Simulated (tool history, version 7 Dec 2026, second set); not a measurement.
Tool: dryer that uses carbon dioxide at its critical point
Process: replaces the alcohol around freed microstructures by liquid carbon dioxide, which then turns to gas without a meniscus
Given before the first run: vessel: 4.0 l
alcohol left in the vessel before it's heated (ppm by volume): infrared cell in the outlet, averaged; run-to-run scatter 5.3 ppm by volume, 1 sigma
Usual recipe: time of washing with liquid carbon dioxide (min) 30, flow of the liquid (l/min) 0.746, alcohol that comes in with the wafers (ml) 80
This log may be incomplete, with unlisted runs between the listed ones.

run    hour  time of washing with liquid carbon dioxide (min)  flow of the liquid (l/min)  alcohol that comes in with the wafers (ml)  alcohol left in the vessel before it's heated (ppm by volume)
  1       0                                                30                       0.746                                          80                                                            208
  2    49.9                                                30                       0.746                                          80                                                            219
  3    81.4                                                44                       0.746                                          80                                                             70
  4   155.3                                                44                       0.746                                          80                                                             69
  5   192.5                                                30                       0.677                                          80                                                            318
  6   247.8                                                30                       0.677                                          80                                                            327
  7   303.9                                                30                       0.724                                          80                                                            273
  8   344.3                                                30                       0.724                                          80                                                            275
  9   375.5                                                30                       0.724                                          80                                                            271
 10   430.8                                                30                       0.724                                          33                                                            150
 11   464.4                                                30                       0.536                                          80                                                            781
 12   526.5                                                30                       0.632                                          80                                                            490
 13   594.1                                                30                       0.632                                          80                                                            495
 14   628.4                                                30                       0.632                                          80                                                            516
 15   686.7                                                30                       0.632                                          80                                                            513
        737  -- inlet filter changed
 16   744.6                                                31                       0.746                                          80                                                            162
 17   815.3                                                31                       0.746                                          80                                                            170
 18   879.1                                                31                       0.746                                          80                                                            174
 19   911.1                                                30                       0.746                                          80                                                            191
 20   954.8                                                30                       0.746                                          80                                                            206
 21   994.1                                                30                       0.746                                          80                                                            209
 22  1034.3                                                30                       0.746                                          80                                                            213
 23  1097.9                                                30                       0.746                                          80                                                            212
 24    1154                                                22                       0.518                                          80                                                           1625
 25  1205.9                                                21                       0.746                                          84                                                            784
 26  1252.8                                                21                       0.511                                          80                                                           1971
 27  1303.7                                                36                       1.063                                          63                                                             85
 28  1377.3                                                35                       1.063                                          23                                                             85
 29  1412.4                                                35                       1.063                                          23                                                             80
 30  1459.4                                                35                       1.063                                          23                                                             80
 31  1489.8                                                30                       1.068                                          80                                                            109

Run 32 is up next; what results do you expect?
 32  1535.2                                                30                       1.068                                          80                                                              ?

alcohol left in the vessel before it's heated (ppm by volume): 112
With no hidden state in the tool, this same run would have given alcohol left in the vessel before it's heated (ppm by volume) 17.

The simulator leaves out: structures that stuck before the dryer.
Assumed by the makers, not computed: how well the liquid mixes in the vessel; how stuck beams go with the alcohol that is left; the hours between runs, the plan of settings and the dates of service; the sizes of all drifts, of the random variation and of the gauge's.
